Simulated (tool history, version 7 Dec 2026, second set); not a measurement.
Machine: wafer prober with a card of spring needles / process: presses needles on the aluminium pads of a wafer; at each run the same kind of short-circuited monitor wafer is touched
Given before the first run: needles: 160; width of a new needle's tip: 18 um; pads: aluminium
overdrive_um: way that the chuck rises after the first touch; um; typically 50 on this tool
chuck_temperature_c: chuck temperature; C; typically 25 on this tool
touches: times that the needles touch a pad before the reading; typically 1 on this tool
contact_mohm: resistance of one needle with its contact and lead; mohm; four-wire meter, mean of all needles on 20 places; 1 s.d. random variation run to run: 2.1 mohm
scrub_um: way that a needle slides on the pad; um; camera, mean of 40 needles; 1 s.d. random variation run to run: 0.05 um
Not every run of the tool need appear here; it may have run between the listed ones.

run,hour,overdrive_um,chuck_temperature_c,touches,contact_mohm,scrub_um
1,0.0,50,25,1,237,10.10
# hour 3.7: tips cleaned on abrasive film
2,4.7,32,25,1,244,6.43
3,12.7,32,25,1,246,6.40
4,22.1,50,66,1,250,9.97
# hour 24.8: tips cleaned on abrasive film
5,27.7,50,66,1,243,10.06
6,34.8,50,25,2,236,10.18
7,40.4,50,25,2,232,10.08
# hour 45.6: tips cleaned on abrasive film
8,49.9,50,25,2,237,10.13
9,54.9,50,25,2,233,10.10
10,65.9,50,25,2,234,10.12
# hour 66.6: tips cleaned on abrasive film
11,72.5,50,25,2,230,10.05
12,83.1,50,25,1,236,10.08
# hour 88.0: tips cleaned on abrasive film
13,90.3,41,51,1,245,8.32
14,95.6,41,79,1,255,8.34
15,105.8,41,79,1,255,8.28
# hour 109.1: tips cleaned on abrasive film
16,114.3,41,79,1,251,8.28
17,122.7,41,119,1,268,8.29
# hour 130.0: tips cleaned on abrasive film
18,130.0,41,119,1,262,8.33
19,137.9,41,119,3,263,8.27
20,143.1,64,30,2,230,13.02
# hour 150.6: tips cleaned on abrasive film
21,151.1,56,25,1,233,11.31
22,155.7,56,25,2,231,11.29
23,161.8,68,30,2,225,13.64

4 options for the next run, each taken on its own from the tool as it stands now. Forecast them:
# hour 171.6: tips cleaned on abrasive film
A,171.8,41,27,2,?,?
# hour 171.6: tips cleaned on abrasive film
B,171.8,33,64,3,?,?
# hour 171.6: tips cleaned on abrasive film
C,171.8,51,25,1,?,?
# hour 171.6: tips cleaned on abrasive film
D,171.8,59,53,1,?,?

run,contact_mohm,scrub_um
A,240,8.27
B,254,6.67
C,234,10.36
D,240,12.06
The same runs, with their run-to-run variation unchanged, on a tool lacking any hidden condition would have given:
run,contact_mohm,scrub_um
A,240,8.28
B,254,6.67
C,234,10.36
D,240,12.06

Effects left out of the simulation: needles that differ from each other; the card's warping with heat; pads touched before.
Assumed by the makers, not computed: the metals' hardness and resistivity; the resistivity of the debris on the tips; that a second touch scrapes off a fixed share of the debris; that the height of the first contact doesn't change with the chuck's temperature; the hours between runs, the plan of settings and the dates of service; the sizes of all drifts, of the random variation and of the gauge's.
